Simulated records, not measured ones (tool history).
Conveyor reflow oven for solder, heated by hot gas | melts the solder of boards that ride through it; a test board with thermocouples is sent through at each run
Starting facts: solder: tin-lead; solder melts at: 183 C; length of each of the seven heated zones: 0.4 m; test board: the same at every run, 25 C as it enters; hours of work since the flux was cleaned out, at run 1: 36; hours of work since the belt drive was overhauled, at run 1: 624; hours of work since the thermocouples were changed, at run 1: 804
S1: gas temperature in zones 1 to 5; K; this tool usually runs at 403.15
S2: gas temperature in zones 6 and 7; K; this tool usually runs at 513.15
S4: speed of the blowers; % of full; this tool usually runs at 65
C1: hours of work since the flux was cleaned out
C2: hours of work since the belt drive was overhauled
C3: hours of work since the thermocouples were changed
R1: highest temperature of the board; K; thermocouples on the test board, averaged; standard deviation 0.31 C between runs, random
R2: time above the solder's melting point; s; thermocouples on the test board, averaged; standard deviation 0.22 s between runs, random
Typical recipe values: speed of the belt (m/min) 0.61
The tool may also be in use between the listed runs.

{"run": 1, "day": 0.0, "S1": 403.15, "S2": 513.15, "speed of the belt (m/min)": 0.61, "S4": 65, "C1": 36, "C2": 624, "C3": 804, "R1": 503.65, "R2": 68}
{"run": 2, "day": 2.271, "S1": 403.15, "S2": 513.15, "speed of the belt (m/min)": 0.61, "S4": 65, "C1": 63, "C2": 651, "C3": 831, "R1": 503.65, "R2": 67.7}
{"run": 3, "day": 6.054, "S1": 403.15, "S2": 513.15, "speed of the belt (m/min)": 0.61, "S4": 65, "C1": 108, "C2": 696, "C3": 876, "R1": 504.45, "R2": 67.2}
{"day": 6.871, "done": "belt drive overhauled, speed set with a stopwatch"}
{"run": 4, "day": 8.871, "S1": 403.15, "S2": 513.15, "speed of the belt (m/min)": 0.61, "S4": 65, "C1": 140, "C2": 24, "C3": 908, "R1": 503.25, "R2": 66}
{"run": 5, "day": 12.279, "S1": 403.15, "S2": 513.15, "speed of the belt (m/min)": 0.61, "S4": 65, "C1": 181, "C2": 65, "C3": 948, "R1": 503.25, "R2": 65.9}
{"run": 6, "day": 14.054, "S1": 403.15, "S2": 510.15, "speed of the belt (m/min)": 0.61, "S4": 65, "C1": 202, "C2": 86, "C3": 970, "R1": 500.05, "R2": 64.5}
{"run": 7, "day": 16.171, "S1": 403.15, "S2": 510.15, "speed of the belt (m/min)": 0.61, "S4": 65, "C1": 227, "C2": 111, "C3": 995, "R1": 499.95, "R2": 63.9}
{"run": 8, "day": 18.396, "S1": 403.15, "S2": 513.15, "speed of the belt (m/min)": 0.61, "S4": 65, "C1": 254, "C2": 138, "C3": 1022, "R1": 502.95, "R2": 66.1}
{"run": 9, "day": 21.588, "S1": 403.15, "S2": 513.15, "speed of the belt (m/min)": 0.61, "S4": 65, "C1": 292, "C2": 176, "C3": 1060, "R1": 503.25, "R2": 66.2}
{"run": 10, "day": 24.783, "S1": 403.15, "S2": 513.15, "speed of the belt (m/min)": 0.61, "S4": 65, "C1": 330, "C2": 214, "C3": 1098, "R1": 503.35, "R2": 66}
{"run": 11, "day": 26.725, "S1": 403.15, "S2": 520.15, "speed of the belt (m/min)": 0.61, "S4": 65, "C1": 354, "C2": 237, "C3": 1121, "R1": 509.65, "R2": 69.5}
{"run": 12, "day": 28.55, "S1": 403.15, "S2": 520.15, "speed of the belt (m/min)": 0.61, "S4": 65, "C1": 375, "C2": 259, "C3": 1143, "R1": 509.75, "R2": 69.5}
{"day": 31.408, "done": "flux residue cleaned out of gas plates and filters"}
{"run": 13, "day": 31.858, "S1": 403.15, "S2": 520.15, "speed of the belt (m/min)": 0.61, "S4": 65, "C1": 5, "C2": 296, "C3": 1180, "R1": 512.25, "R2": 71}
{"run": 14, "day": 36.121, "S1": 403.15, "S2": 520.15, "speed of the belt (m/min)": 0.61, "S4": 65, "C1": 56, "C2": 347, "C3": 1231, "R1": 512.35, "R2": 71.5}
{"day": 38.838, "done": "thermocouples of zones 6 and 7 changed"}
{"run": 15, "day": 40.212, "S1": 403.15, "S2": 520.15, "speed of the belt (m/min)": 0.61, "S4": 81, "C1": 104, "C2": 395, "C3": 16, "R1": 511.15, "R2": 70.9}
{"run": 16, "day": 41.938, "S1": 417.15, "S2": 516.15, "speed of the belt (m/min)": 0.675, "S4": 65, "C1": 125, "C2": 416, "C3": 37, "R1": 502.95, "R2": 63.9}
{"run": 17, "day": 44.517, "S1": 417.15, "S2": 516.15, "speed of the belt (m/min)": 0.675, "S4": 65, "C1": 156, "C2": 447, "C3": 68, "R1": 502.85, "R2": 63.8}
{"run": 18, "day": 48.442, "S1": 417.15, "S2": 516.15, "speed of the belt (m/min)": 0.675, "S4": 65, "C1": 203, "C2": 494, "C3": 115, "R1": 502.75, "R2": 64.1}
{"run": 19, "day": 50.379, "S1": 403.15, "S2": 524.15, "speed of the belt (m/min)": 0.618, "S4": 55, "C1": 226, "C2": 517, "C3": 138, "R1": 508.25, "R2": 68.3}
{"run": 20, "day": 52.567, "S1": 403.15, "S2": 514.15, "speed of the belt (m/min)": 0.642, "S4": 55, "C1": 252, "C2": 543, "C3": 164, "R1": 497.05, "R2": 59.5}
{"run": 21, "day": 56.533, "S1": 403.15, "S2": 514.15, "speed of the belt (m/min)": 0.642, "S4": 55, "C1": 299, "C2": 590, "C3": 212, "R1": 497.35, "R2": 59.1}
{"run": 22, "day": 60.467, "S1": 403.15, "S2": 513.15, "speed of the belt (m/min)": 0.724, "S4": 87, "C1": 347, "C2": 637, "C3": 259, "R1": 499.75, "R2": 54.4}
{"run": 23, "day": 62.954, "S1": 404.15, "S2": 519.15, "speed of the belt (m/min)": 0.576, "S4": 58, "C1": 376, "C2": 667, "C3": 288, "R1": 506.45, "R2": 73.2}
{"day": 65.758, "done": "flux residue cleaned out of gas plates and filters"}
{"day": 66.467, "done": "belt drive overhauled, speed set with a stopwatch"}
{"run": 24, "day": 66.754, "S1": 404.15, "S2": 519.15, "speed of the belt (m/min)": 0.576, "S4": 58, "C1": 10, "C2": 3, "C3": 329, "R1": 508.75, "R2": 73.3}
{"run": 25, "day": 68.604, "S1": 404.15, "S2": 519.15, "speed of the belt (m/min)": 0.576, "S4": 58, "C1": 32, "C2": 26, "C3": 351, "R1": 508.55, "R2": 73}
{"run": 26, "day": 70.542, "S1": 389.15, "S2": 527.15, "speed of the belt (m/min)": 0.61, "S4": 65, "C1": 55, "C2": 49, "C3": 375, "R1": 514.05, "R2": 68.3}
{"run": 27, "day": 74.783, "S1": 389.15, "S2": 527.15, "speed of the belt (m/min)": 0.61, "S4": 65, "C1": 106, "C2": 99, "C3": 425, "R1": 514.85, "R2": 68}
{"run": 28, "day": 78.0, "S1": 389.15, "S2": 527.15, "speed of the belt (m/min)": 0.61, "S4": 65, "C1": 144, "C2": 138, "C3": 464, "R1": 514.25, "R2": 68.3}
{"run": 29, "day": 80.892, "S1": 389.15, "S2": 527.15, "speed of the belt (m/min)": 0.61, "S4": 65, "C1": 179, "C2": 173, "C3": 498, "R1": 513.65, "R2": 68.2}
{"run": 30, "day": 84.933, "S1": 403.15, "S2": 513.15, "speed of the belt (m/min)": 0.57, "S4": 65, "C1": 227, "C2": 221, "C3": 547, "R1": 504.35, "R2": 71.8}

The same runs without the tool's hidden state, with the same run-to-run variation:
The hidden state here: heat that the gas passes to the board, % of a clean oven's; belt's true speed, % of the reading; true gas temperature in zones 6 and 7 over the reading, C; drift of the gauge itself on peak_c, C; drift of the gauge itself on liquid_s, %.
run=1 R1=500.85 R2=65.5
run=2 R1=500.95 R2=65.2
run=3 R1=501.85 R2=64.8
run=4 R1=501.25 R2=65
run=5 R1=501.35 R2=65
run=6 R1=498.15 R2=63.6
run=7 R1=498.15 R2=63
run=8 R1=501.25 R2=65.2
run=9 R1=501.65 R2=65.3
run=10 R1=501.85 R2=65.2
run=11 R1=508.35 R2=68.6
run=12 R1=508.45 R2=68.5
run=13 R1=507.95 R2=68.5
run=14 R1=508.25 R2=69
run=15 R1=511.35 R2=70.4
run=16 R1=503.05 R2=63.4
run=17 R1=503.15 R2=63.4
run=18 R1=503.15 R2=63.6
run=19 R1=508.55 R2=67.7
run=20 R1=497.45 R2=59.2
run=21 R1=497.95 R2=58.9
run=22 R1=501.55 R2=54.9
run=23 R1=507.05 R2=72.5
run=24 R1=507.25 R2=72.5
run=25 R1=507.15 R2=72.2
run=26 R1=512.75 R2=67.5
run=27 R1=513.75 R2=67.3
run=28 R1=513.35 R2=67.6
run=29 R1=512.85 R2=67.5
run=30 R1=503.35 R2=71.1
